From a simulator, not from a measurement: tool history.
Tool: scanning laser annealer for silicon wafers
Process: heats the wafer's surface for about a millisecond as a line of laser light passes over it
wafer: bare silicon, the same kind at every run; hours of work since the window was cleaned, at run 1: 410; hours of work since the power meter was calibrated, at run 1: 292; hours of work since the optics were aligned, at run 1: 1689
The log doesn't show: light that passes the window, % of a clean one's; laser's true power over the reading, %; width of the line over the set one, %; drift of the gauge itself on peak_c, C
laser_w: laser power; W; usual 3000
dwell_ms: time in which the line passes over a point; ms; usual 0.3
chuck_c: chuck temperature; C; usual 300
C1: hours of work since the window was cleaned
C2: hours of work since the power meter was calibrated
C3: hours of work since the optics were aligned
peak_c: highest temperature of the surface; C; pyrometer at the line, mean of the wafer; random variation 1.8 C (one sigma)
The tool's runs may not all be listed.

run 1 day=0 | laser_w=3000 dwell_ms=0.3 chuck_c=300 | C1=410 C2=292 C3=1689 | peak_c=977
run 2 day=0.35 | laser_w=3000 dwell_ms=0.3 chuck_c=300 | C1=417 C2=298 C3=1696 | peak_c=977
run 3 day=0.779 | laser_w=3115 dwell_ms=0.3 chuck_c=300 | C1=425 C2=306 C3=1704 | peak_c=1003
run 4 day=1.096 | laser_w=3115 dwell_ms=0.3 chuck_c=300 | C1=431 C2=312 C3=1710 | peak_c=1004
run 5 day=1.562 | laser_w=3000 dwell_ms=0.291 chuck_c=300 | C1=440 C2=321 C3=1718 | peak_c=970
run 6 day=2.008 | laser_w=3000 dwell_ms=0.291 chuck_c=300 | C1=448 C2=329 C3=1727 | peak_c=962
run 7 day=2.379 | laser_w=3000 dwell_ms=0.3 chuck_c=300 | C1=455 C2=336 C3=1734 | peak_c=974
run 8 day=2.8 | laser_w=3000 dwell_ms=0.3 chuck_c=300 | C1=463 C2=344 C3=1742 | peak_c=972
run 9 day=3.2 | laser_w=3000 dwell_ms=0.3 chuck_c=300 | C1=471 C2=352 C3=1749 | peak_c=971
run 10 day=3.683 | laser_w=3000 dwell_ms=0.3 chuck_c=318 | C1=480 C2=361 C3=1758 | peak_c=992
run 11 day=3.892 | laser_w=3000 dwell_ms=0.3 chuck_c=300 | C1=484 C2=365 C3=1762 | peak_c=970
-- day=4.054 laser's power meter calibrated
run 12 day=4.454 | laser_w=3000 dwell_ms=0.3 chuck_c=300 | C1=492 C2=8 C3=1770 | peak_c=972
run 13 day=4.892 | laser_w=2799 dwell_ms=0.3 chuck_c=300 | C1=500 C2=16 C3=1779 | peak_c=929
run 14 day=5.221 | laser_w=2638 dwell_ms=0.3 chuck_c=315 | C1=506 C2=22 C3=1785 | peak_c=906
run 15 day=5.417 | laser_w=2638 dwell_ms=0.3 chuck_c=315 | C1=510 C2=26 C3=1789 | peak_c=906
run 16 day=5.738 | laser_w=2638 dwell_ms=0.3 chuck_c=315 | C1=516 C2=32 C3=1795 | peak_c=906
run 17 day=6.05 | laser_w=2638 dwell_ms=0.3 chuck_c=325 | C1=522 C2=38 C3=1801 | peak_c=918
run 18 day=6.408 | laser_w=2638 dwell_ms=0.3 chuck_c=325 | C1=529 C2=44 C3=1807 | peak_c=916
-- day=6.808 window over the wafer cleaned
-- day=6.971 laser's power meter calibrated, once more
run 19 day=7.042 | laser_w=2638 dwell_ms=0.3 chuck_c=326 | C1=2 C2=1 C3=1815 | peak_c=937
run 20 day=7.254 | laser_w=2638 dwell_ms=0.3 chuck_c=326 | C1=6 C2=5 C3=1819 | peak_c=936
run 21 day=7.546 | laser_w=3068 dwell_ms=0.296 chuck_c=313 | C1=12 C2=11 C3=1825 | peak_c=1017
run 22 day=7.804 | laser_w=3068 dwell_ms=0.342 chuck_c=313 | C1=16 C2=16 C3=1830 | peak_c=1068
-- day=8.138 optics aligned, line set to its width
run 23 day=8.325 | laser_w=3068 dwell_ms=0.342 chuck_c=313 | C1=22 C2=22 C3=4 | peak_c=1080
run 24 day=8.712 | laser_w=3068 dwell_ms=0.261 chuck_c=295 | C1=30 C2=29 C3=11 | peak_c=976
run 25 day=9.162 | laser_w=3000 dwell_ms=0.342 chuck_c=300 | C1=38 C2=37 C3=19 | peak_c=1056
run 26 day=9.488 | laser_w=3088 dwell_ms=0.3 chuck_c=324 | C1=44 C2=43 C3=25 | peak_c=1053

Forecast each of these 3 alternatives for the next run:
run A day=9.754 | laser_w=2585 dwell_ms=0.349 chuck_c=324 | C1=49 C2=48 C3=30 | peak_c=?
run B day=9.754 | laser_w=2668 dwell_ms=0.285 chuck_c=300 | C1=49 C2=48 C3=30 | peak_c=?
run C day=9.754 | laser_w=3088 dwell_ms=0.3 chuck_c=268 | C1=49 C2=48 C3=30 | peak_c=?

run=A peak_c=977
run=B peak_c=914
run=C peak_c=995
Without the tool's hidden state the same runs would have given:
run=A peak_c=981
run=B peak_c=918
run=C peak_c=1000
